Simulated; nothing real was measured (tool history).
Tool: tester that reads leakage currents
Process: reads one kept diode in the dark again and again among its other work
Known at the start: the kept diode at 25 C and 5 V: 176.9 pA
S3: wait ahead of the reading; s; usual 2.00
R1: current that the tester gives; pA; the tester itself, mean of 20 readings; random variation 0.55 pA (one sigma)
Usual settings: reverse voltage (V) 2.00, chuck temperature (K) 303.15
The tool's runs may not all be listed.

Run 1, hour 0.0: usual settings. Result: R1 181.37 pA.
At hour 46.9: chuck's temperature calibrated.
Run 2, hour 114.2: usual settings. Result: R1 180.77 pA.
Run 3, hour 248.9: usual settings. Result: R1 181.05 pA.
Run 4, hour 334.3: usual settings but reverse voltage (V) 6.83. Result: R1 330.62 pA.
Run 5, hour 501.4: usual settings but reverse voltage (V) 6.83. Result: R1 331.55 pA.
Run 6, hour 678.7: usual settings but reverse voltage (V) 6.83. Result: R1 331.98 pA.
Run 7, hour 869.1: usual settings but reverse voltage (V) 6.83, chuck temperature (K) 310.15. Result: R1 623.67 pA.
At hour 1013.5: chuck's temperature calibrated.
Run 8, hour 1014.5: usual settings but reverse voltage (V) 16.34. Result: R1 510.73 pA.
Run 9, hour 1145.1: usual settings but reverse voltage (V) 16.34, chuck temperature (K) 313.15. Result: R1 1249.46 pA.
Run 10, hour 1240.6: usual settings but reverse voltage (V) 16.34, chuck temperature (K) 313.15. Result: R1 1250.04 pA.
Run 11, hour 1435.2: usual settings but reverse voltage (V) 16.34, chuck temperature (K) 313.15. Result: R1 1246.63 pA.
Run 12, hour 1580.3: usual settings but reverse voltage (V) 16.34, chuck temperature (K) 313.15. Result: R1 1251.19 pA.
At hour 1599.3: tester calibrated.
Run 13, hour 1740.0: usual settings but reverse voltage (V) 16.34, chuck temperature (K) 313.15. Result: R1 1240.03 pA.
Run 14, hour 1878.4: usual settings but chuck temperature (K) 296.15. Result: R1 93.27 pA.
At hour 1975.5: chuck's temperature calibrated.
Run 15, hour 2019.7: usual settings but chuck temperature (K) 296.15. Result: R1 93.70 pA.
At hour 2068.4: probe card cleaned and baked.
Run 16, hour 2121.3: usual settings but chuck temperature (K) 329.15. Result: R1 1655.61 pA.
Run 17, hour 2239.3: usual settings but chuck temperature (K) 329.15. Result: R1 1661.88 pA.
Run 18, hour 2406.5: usual settings but chuck temperature (K) 329.15. Result: R1 1664.24 pA.
Run 19, hour 2550.4: usual settings but chuck temperature (K) 327.15. Result: R1 1430.49 pA.
Run 20, hour 2644.1: usual settings but chuck temperature (K) 327.15. Result: R1 1420.73 pA.
Run 21, hour 2815.3: usual settings but chuck temperature (K) 327.15. Result: R1 1420.89 pA.
At hour 2934.9: chuck's temperature calibrated.
Run 22, hour 2951.4: usual settings but chuck temperature (K) 304.15, S3 3.54 s. Result: R1 198.31 pA.
Run 23, hour 3041.5: usual settings but reverse voltage (V) 12.62, chuck temperature (K) 298.15, S3 4.22 s. Result: R1 278.70 pA.
Run 24, hour 3154.3: usual settings but chuck temperature (K) 314.15, S3 0.67 s. Result: R1 484.64 pA.
Run 25, hour 3281.4: usual settings but reverse voltage (V) 3.61, chuck temperature (K) 299.15, S3 4.69 s. Result: R1 166.71 pA.
Run 26, hour 3365.8: usual settings but reverse voltage (V) 1.23, chuck temperature (K) 311.15, S3 3.84 s. Result: R1 295.81 pA.
Run 27, hour 3541.0: usual settings but reverse voltage (V) 3.04, S3 6.62 s. Result: R1 222.07 pA.
Run 28, hour 3622.7: usual settings but reverse voltage (V) 3.76, chuck temperature (K) 323.15. Result: R1 1406.33 pA.
Run 29, hour 3734.3: usual settings but reverse voltage (V) 4.65. Result: R1 273.76 pA.
Run 30, hour 3816.7: usual settings but reverse voltage (V) 12.01, S3 0.75 s. Result: R1 438.29 pA.
At hour 3891.3: chuck's temperature calibrated.
Run 31, hour 3992.8: usual settings but reverse voltage (V) 10.05, S3 1.82 s. Result: R1 399.50 pA.
Run 32, hour 4081.1: usual settings but reverse voltage (V) 1.42, chuck temperature (K) 329.15, S3 1.82 s. Result: R1 1404.06 pA.
Run 33, hour 4195.3: usual settings but chuck temperature (K) 311.15, S3 0.97 s. Result: R1 374.07 pA.
Run 34, hour 4300.7: usual settings but reverse voltage (V) 2.77, chuck temperature (K) 315.15. Result: R1 621.60 pA.
Run 35, hour 4449.1: usual settings but reverse voltage (V) 2.77, chuck temperature (K) 315.15. Result: R1 622.38 pA.
Run 36, hour 4616.6: usual settings but reverse voltage (V) 13.95, chuck temperature (K) 312.15, S3 2.34 s. Result: R1 1054.64 pA.
Run 37, hour 4780.9: usual settings but reverse voltage (V) 1.42, chuck temperature (K) 333.15, S3 0.32 s. Result: R1 1911.25 pA.
At hour 4816.3: tester calibrated.
At hour 4858.6: chuck's temperature calibrated.
Run 38, hour 4942.8: usual settings but reverse voltage (V) 1.42, chuck temperature (K) 333.15, S3 0.32 s. Result: R1 1925.87 pA.
Run 39, hour 5075.2: usual settings but chuck temperature (K) 329.15, S3 0.86 s. Result: R1 1671.26 pA.
Run 40, hour 5209.4: usual settings but reverse voltage (V) 5.85, chuck temperature (K) 301.15, S3 1.48 s. Result: R1 257.42 pA.

Hidden state or all else? Some run-to-run changes of R1, split into what the settings, what came in and random variation would give without the hidden state, and what is left for the hidden state (with any gauge scatter that isn't in both results):
The hidden state here: stray current of the dirty probe card, pA a volt; current scale over the true one, %; true chuck temperature over the reading, C; drift of the gauge itself on leakage_pa, %.
Run 13 -> 14: reverse voltage (V) 16.34 -> 2.00, chuck temperature (K) 313.15 -> 296.15. R1 -1146.76 pA: hidden state -2.22, all else -1144.54.
Run 15 -> 16: chuck temperature (K) 296.15 -> 329.15, probe card cleaned and baked. R1 +1561.91 pA: hidden state +0.87, all else +1561.04.
Run 21 -> 22: chuck temperature (K) 327.15 -> 304.15, S3 2.00 -> 3.54, chuck's temperature calibrated. R1 -1222.58 pA: hidden state -2.68, all else -1219.90.
Run 37 -> 38: tester calibrated, chuck's temperature calibrated. R1 +14.62 pA: hidden state -4.22, all else +18.84.
Run 39 -> 40: reverse voltage (V) 2.00 -> 5.85, chuck temperature (K) 329.15 -> 301.15, S3 0.86 -> 1.48. R1 -1413.84 pA: hidden state -0.25, all else -1413.59.
